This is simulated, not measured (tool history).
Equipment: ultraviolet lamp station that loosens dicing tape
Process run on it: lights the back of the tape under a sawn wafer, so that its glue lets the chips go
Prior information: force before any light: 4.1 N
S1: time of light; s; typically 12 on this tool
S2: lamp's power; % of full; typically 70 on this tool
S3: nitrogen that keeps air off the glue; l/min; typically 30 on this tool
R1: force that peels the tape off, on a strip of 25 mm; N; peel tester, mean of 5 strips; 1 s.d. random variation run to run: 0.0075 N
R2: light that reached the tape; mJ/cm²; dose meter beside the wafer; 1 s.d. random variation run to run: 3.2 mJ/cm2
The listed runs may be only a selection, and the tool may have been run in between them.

Run 1, day 0.000: usual settings. Result: R1 0.287 N, R2 502 mJ/cm².
Run 2, day 0.883: usual settings. Result: R1 0.280 N, R2 508 mJ/cm².
Run 3, day 1.279: usual settings but S2 99 % of full. Result: R1 0.154 N, R2 711 mJ/cm².
Run 4, day 1.762: usual settings but S3 19 l/min. Result: R1 0.358 N, R2 504 mJ/cm².
Run 5, day 2.233: usual settings but S3 19 l/min. Result: R1 0.356 N, R2 515 mJ/cm².
Run 6, day 3.192: usual settings but S3 18 l/min. Result: R1 0.365 N, R2 510 mJ/cm².
Run 7, day 3.642: usual settings but S1 11 s, S2 83 % of full, S3 22 l/min. Result: R1 0.276 N, R2 552 mJ/cm².
Run 8, day 4.079: usual settings but S1 11 s, S2 83 % of full, S3 22 l/min. Result: R1 0.286 N, R2 548 mJ/cm².

Run 9, settings as shown, results not yet in. Your forecast:
Run 9, day 4.921: usual settings but S1 8 s, S2 83 % of full, S3 12 l/min. Result: R1 ?, R2 ?.

Run 9 yielded R1 0.682 N, R2 401 mJ/cm².
Minus the tool's unlogged condition, the same run would have read R1 0.680 N, R2 402 mJ/cm².
